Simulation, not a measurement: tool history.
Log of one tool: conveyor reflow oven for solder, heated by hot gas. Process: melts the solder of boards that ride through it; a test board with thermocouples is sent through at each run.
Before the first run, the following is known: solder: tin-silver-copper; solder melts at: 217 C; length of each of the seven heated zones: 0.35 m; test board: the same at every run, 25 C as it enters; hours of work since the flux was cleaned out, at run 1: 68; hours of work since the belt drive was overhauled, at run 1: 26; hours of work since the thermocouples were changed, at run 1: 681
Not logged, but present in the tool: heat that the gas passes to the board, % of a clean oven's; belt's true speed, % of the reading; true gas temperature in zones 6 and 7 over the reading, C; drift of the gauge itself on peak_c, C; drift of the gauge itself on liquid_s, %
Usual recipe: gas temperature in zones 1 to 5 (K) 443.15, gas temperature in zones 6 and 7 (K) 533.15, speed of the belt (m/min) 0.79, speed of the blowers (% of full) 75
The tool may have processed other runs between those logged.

| run | hour | gas temperature in zones 1 to 5 (K) | gas temperature in zones 6 and 7 (K) | speed of the belt (m/min) | speed of the blowers (% of full) | hours of work since the flux was cleaned out | hours of work since the belt drive was overhauled | hours of work since the thermocouples were changed | highest temperature of the board (K) | time above the solder's melting point (s) |
|---|---|---|---|---|---|---|---|---|---|---|
| 1 | 0 | 443.15 | 533.15 | 0.79 | 75 | 68 | 26 | 681 | 517.35 | 34 |
| 2 | 7.8 | 443.15 | 533.15 | 0.79 | 75 | 71 | 30 | 685 | 517.05 | 34.7 |
| 3 | 23.3 | 443.15 | 533.15 | 0.79 | 75 | 78 | 37 | 692 | 517.05 | 33.7 |
| 4 | 32 | 443.15 | 533.15 | 0.79 | 75 | 82 | 41 | 696 | 516.65 | 34.6 |
| 5 | 46.6 | 443.15 | 533.15 | 0.79 | 75 | 89 | 48 | 703 | 517.05 | 33.8 |
| 6 | 54.4 | 443.15 | 533.15 | 0.79 | 75 | 93 | 51 | 706 | 516.95 | 34.2 |
| 7 | 68.3 | 443.15 | 533.15 | 0.648 | 75 | 99 | 58 | 713 | 522.75 | 47.2 |
| 8 | 81.6 | 443.15 | 533.15 | 0.708 | 75 | 105 | 64 | 719 | 520.45 | 41 |
| 9 | 92.6 | 446.15 | 533.15 | 0.79 | 75 | 110 | 69 | 724 | 517.75 | 35.5 |
| 10 | 100.1 | 446.15 | 533.15 | 0.79 | 75 | 114 | 72 | 727 | 517.45 | 34.8 |
| 11 | 114.5 | 446.15 | 533.15 | 0.79 | 75 | 120 | 79 | 734 | 517.35 | 36 |
| 12 | 122.9 | 434.15 | 525.15 | 0.666 | 58 | 124 | 83 | 738 | 510.75 | 33.2 |
| 13 | 136.8 | 454.15 | 528.15 | 0.812 | 61 | 131 | 89 | 744 | 511.45 | 31.4 |
| 14 | 150.1 | 452.15 | 522.15 | 0.812 | 61 | 137 | 95 | 750 | 506.45 | 26.8 |
| 15 | 163.4 | 448.15 | 535.15 | 0.772 | 55 | 143 | 101 | 757 | 516.35 | 34.4 |
| 16 | 179.2 | 438.15 | 533.15 | 0.79 | 75 | 150 | 109 | 764 | 515.95 | 32.7 |
| 17 | 192.6 | 431.15 | 546.15 | 0.818 | 75 | 156 | 115 | 770 | 525.25 | 34 |

What does the tool deliver on the next run?
| 18 | 206.1 | 446.15 | 535.15 | 0.79 | 75 | 163 | 121 | 776 | ? | ? |

highest temperature of the board (K): 519.75
time above the solder's melting point (s): 36.7
Without the tool's hidden state the same run would have given highest temperature of the board (K) 519.75, time above the solder's melting point (s) 36.7.
